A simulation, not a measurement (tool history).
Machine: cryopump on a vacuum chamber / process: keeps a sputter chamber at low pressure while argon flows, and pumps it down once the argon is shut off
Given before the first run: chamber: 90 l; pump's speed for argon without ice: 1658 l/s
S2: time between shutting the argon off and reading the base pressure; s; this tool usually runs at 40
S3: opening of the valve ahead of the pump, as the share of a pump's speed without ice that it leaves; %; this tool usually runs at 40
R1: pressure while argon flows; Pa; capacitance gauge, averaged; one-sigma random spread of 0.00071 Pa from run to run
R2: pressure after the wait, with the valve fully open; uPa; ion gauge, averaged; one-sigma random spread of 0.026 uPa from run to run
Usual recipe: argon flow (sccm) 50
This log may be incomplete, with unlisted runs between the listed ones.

run 1 hour=0 | argon_flow_(sccm)=50 S2=40 S3=40 | R1=0.1326 R2=1.43
run 2 hour=26.2 | argon_flow_(sccm)=50 S2=40 S3=40 | R1=0.1362 R2=1.39
run 3 hour=52 | argon_flow_(sccm)=50 S2=40 S3=40 | R1=0.136 R2=1.41
run 4 hour=77.4 | argon_flow_(sccm)=50 S2=40 S3=40 | R1=0.1354 R2=1.41
run 5 hour=104.9 | argon_flow_(sccm)=50 S2=40 S3=40 | R1=0.1373 R2=1.42
run 6 hour=141.9 | argon_flow_(sccm)=50 S2=40 S3=24 | R1=0.2224 R2=1.42
run 7 hour=173.7 | argon_flow_(sccm)=50 S2=40 S3=24 | R1=0.2223 R2=1.5
run 8 hour=208.1 | argon_flow_(sccm)=50 S2=40 S3=24 | R1=0.2243 R2=1.43
run 9 hour=236.9 | argon_flow_(sccm)=50 S2=40 S3=40 | R1=0.1388 R2=1.48
run 10 hour=259.7 | argon_flow_(sccm)=50 S2=40 S3=40 | R1=0.14 R2=1.46
run 11 hour=289.1 | argon_flow_(sccm)=50 S2=40 S3=40 | R1=0.142 R2=1.52
run 12 hour=324.7 | argon_flow_(sccm)=50 S2=40 S3=40 | R1=0.1403 R2=1.52
run 13 hour=351.7 | argon_flow_(sccm)=50 S2=40 S3=40 | R1=0.1434 R2=1.56
run 14 hour=375.8 | argon_flow_(sccm)=50 S2=40 S3=40 | R1=0.1432 R2=1.5
run 15 hour=409.8 | argon_flow_(sccm)=50 S2=40 S3=40 | R1=0.1441 R2=1.53
run 16 hour=442.9 | argon_flow_(sccm)=50 S2=40 S3=40 | R1=0.1448 R2=1.55
-- hour=466.2 pump warmed up, emptied and cooled again
run 17 hour=484.1 | argon_flow_(sccm)=82 S2=40 S3=40 | R1=0.2101 R2=1.35
run 18 hour=505.6 | argon_flow_(sccm)=22 S2=35 S3=23 | R1=0.0989 R2=1.55
run 19 hour=538.8 | argon_flow_(sccm)=50 S2=112 S3=43 | R1=0.1196 R2=0.84
run 20 hour=574.8 | argon_flow_(sccm)=56 S2=197 S3=30 | R1=0.1941 R2=0.72
run 21 hour=609.5 | argon_flow_(sccm)=85 S2=73 S3=26 | R1=0.3373 R2=1
run 22 hour=626 | argon_flow_(sccm)=45 S2=25 S3=23 | R1=0.2032 R2=1.97
run 23 hour=650.1 | argon_flow_(sccm)=94 S2=28 S3=33 | R1=0.2995 R2=1.81
run 24 hour=685.1 | argon_flow_(sccm)=64 S2=28 S3=33 | R1=0.2051 R2=1.83
run 25 hour=710.8 | argon_flow_(sccm)=64 S2=28 S3=33 | R1=0.2056 R2=1.86
run 26 hour=730.6 | argon_flow_(sccm)=50 S2=28 S3=48 | R1=0.1129 R2=1.87
run 27 hour=758.3 | argon_flow_(sccm)=92 S2=42 S3=50 | R1=0.2002 R2=1.45
run 28 hour=784.2 | argon_flow_(sccm)=92 S2=42 S3=50 | R1=0.2007 R2=1.42
run 29 hour=818.9 | argon_flow_(sccm)=92 S2=42 S3=50 | R1=0.2012 R2=1.42
run 30 hour=848.6 | argon_flow_(sccm)=27 S2=42 S3=18 | R1=0.1592 R2=1.49
run 31 hour=866 | argon_flow_(sccm)=27 S2=42 S3=20 | R1=0.1434 R2=1.46
run 32 hour=903.9 | argon_flow_(sccm)=50 S2=33 S3=22 | R1=0.2412 R2=1.71
run 33 hour=931.2 | argon_flow_(sccm)=71 S2=33 S3=35 | R1=0.221 R2=1.73
run 34 hour=955.6 | argon_flow_(sccm)=47 S2=33 S3=35 | R1=0.1467 R2=1.75

Each row is a separate what-if for the run after 34, all from the same tool condition, not one after another. Results?
run A hour=976.9 | argon_flow_(sccm)=94 S2=40 S3=40 | R1=? R2=?
run B hour=976.9 | argon_flow_(sccm)=41 S2=26 S3=32 | R1=? R2=?
run C hour=976.9 | argon_flow_(sccm)=70 S2=170 S3=28 | R1=? R2=?
run D hour=976.9 | argon_flow_(sccm)=47 S2=33 S3=22 | R1=? R2=?

run=A R1=0.2614 R2=1.53
run=B R1=0.1406 R2=2.11
run=C R1=0.272 R2=0.88
run=D R1=0.2304 R2=1.76
Stripped of hidden state, with their random variation kept, the same runs would have yielded:
run=A R1=0.2404 R2=1.07
run=B R1=0.1314 R2=1.63
run=C R1=0.2564 R2=0.41
run=D R1=0.2199 R2=1.3
